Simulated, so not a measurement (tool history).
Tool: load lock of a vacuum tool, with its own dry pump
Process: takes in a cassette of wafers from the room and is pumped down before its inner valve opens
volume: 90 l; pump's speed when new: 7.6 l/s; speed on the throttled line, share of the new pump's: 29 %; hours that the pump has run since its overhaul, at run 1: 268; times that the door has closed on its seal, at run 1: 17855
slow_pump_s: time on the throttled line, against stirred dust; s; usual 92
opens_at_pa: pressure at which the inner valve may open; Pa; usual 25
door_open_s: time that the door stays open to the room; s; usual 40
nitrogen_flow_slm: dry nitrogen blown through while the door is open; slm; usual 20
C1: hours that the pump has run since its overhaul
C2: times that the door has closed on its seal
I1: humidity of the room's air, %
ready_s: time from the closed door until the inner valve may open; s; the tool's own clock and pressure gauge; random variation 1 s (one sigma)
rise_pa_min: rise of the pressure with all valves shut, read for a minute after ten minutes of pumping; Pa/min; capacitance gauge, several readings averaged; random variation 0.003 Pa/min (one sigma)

run 1 hour=0.0 | slow_pump_s=92 opens_at_pa=25 door_open_s=40 nitrogen_flow_slm=20 | C1=268 C2=17855 | I1=42.9 | ready_s=162.3 rise_pa_min=0.108
run 2 hour=79.9 | slow_pump_s=92 opens_at_pa=25 door_open_s=40 nitrogen_flow_slm=20 | C1=348 C2=18253 | I1=43.8 | ready_s=164.6 rise_pa_min=0.104
run 3 hour=184.7 | slow_pump_s=92 opens_at_pa=25 door_open_s=41 nitrogen_flow_slm=20 | C1=452 C2=18774 | I1=45.0 | ready_s=164.0 rise_pa_min=0.112
run 4 hour=280.0 | slow_pump_s=92 opens_at_pa=25 door_open_s=41 nitrogen_flow_slm=20 | C1=548 C2=19248 | I1=43.6 | ready_s=165.0 rise_pa_min=0.118
run 5 hour=418.1 | slow_pump_s=69 opens_at_pa=25 door_open_s=41 nitrogen_flow_slm=20 | C1=686 C2=19936 | I1=45.4 | ready_s=147.6 rise_pa_min=0.123
run 6 hour=534.2 | slow_pump_s=92 opens_at_pa=24 door_open_s=40 nitrogen_flow_slm=20 | C1=802 C2=20514 | I1=44.6 | ready_s=165.8 rise_pa_min=0.122
run 7 hour=647.9 | slow_pump_s=92 opens_at_pa=24 door_open_s=40 nitrogen_flow_slm=20 | C1=916 C2=21080 | I1=48.6 | ready_s=164.9 rise_pa_min=0.123
run 8 hour=737.9 | slow_pump_s=92 opens_at_pa=25 door_open_s=79 nitrogen_flow_slm=33 | C1=1006 C2=21527 | I1=46.1 | ready_s=166.1 rise_pa_min=0.133
run 9 hour=878.0 | slow_pump_s=92 opens_at_pa=27 door_open_s=104 nitrogen_flow_slm=20 | C1=1146 C2=22225 | I1=42.1 | ready_s=164.1 rise_pa_min=0.150
run 10 hour=963.8 | slow_pump_s=92 opens_at_pa=27 door_open_s=104 nitrogen_flow_slm=20 | C1=1231 C2=22652 | I1=46.8 | ready_s=164.1 rise_pa_min=0.151
run 11 hour=1073.6 | slow_pump_s=92 opens_at_pa=27 door_open_s=104 nitrogen_flow_slm=20 | C1=1341 C2=23198 | I1=46.1 | ready_s=162.8 rise_pa_min=0.152
run 12 hour=1148.4 | slow_pump_s=127 opens_at_pa=19 door_open_s=104 nitrogen_flow_slm=20 | C1=1416 C2=23570 | I1=45.7 | ready_s=191.9 rise_pa_min=0.159
run 13 hour=1296.1 | slow_pump_s=61 opens_at_pa=25 door_open_s=40 nitrogen_flow_slm=20 | C1=1564 C2=24306 | I1=44.8 | ready_s=143.4 rise_pa_min=0.148
run 14 hour=1446.7 | slow_pump_s=180 opens_at_pa=25 door_open_s=28 nitrogen_flow_slm=20 | C1=1714 C2=25055 | I1=44.4 | ready_s=229.0 rise_pa_min=0.154

4 ways to go on from here, each from the tool as it stands after run 14. What would each give?
run A hour=1531.3 | slow_pump_s=103 opens_at_pa=25 door_open_s=45 nitrogen_flow_slm=16 | C1=1799 C2=25476 | I1=45.3 | ready_s=? rise_pa_min=?
run B hour=1531.3 | slow_pump_s=92 opens_at_pa=25 door_open_s=142 nitrogen_flow_slm=20 | C1=1799 C2=25476 | I1=46.4 | ready_s=? rise_pa_min=?
run C hour=1531.3 | slow_pump_s=92 opens_at_pa=19 door_open_s=58 nitrogen_flow_slm=32 | C1=1799 C2=25476 | I1=45.0 | ready_s=? rise_pa_min=?
run D hour=1531.3 | slow_pump_s=153 opens_at_pa=25 door_open_s=28 nitrogen_flow_slm=20 | C1=1799 C2=25476 | I1=46.2 | ready_s=? rise_pa_min=?

run=A ready_s=174.7 rise_pa_min=0.157
run=B ready_s=164.2 rise_pa_min=0.176
run=C ready_s=168.5 rise_pa_min=0.161
run=D ready_s=208.8 rise_pa_min=0.153
Without the tool's hidden state the same runs would have given:
run=A ready_s=172.2 rise_pa_min=0.031
run=B ready_s=161.6 rise_pa_min=0.049
run=C ready_s=165.8 rise_pa_min=0.033
run=D ready_s=206.8 rise_pa_min=0.025
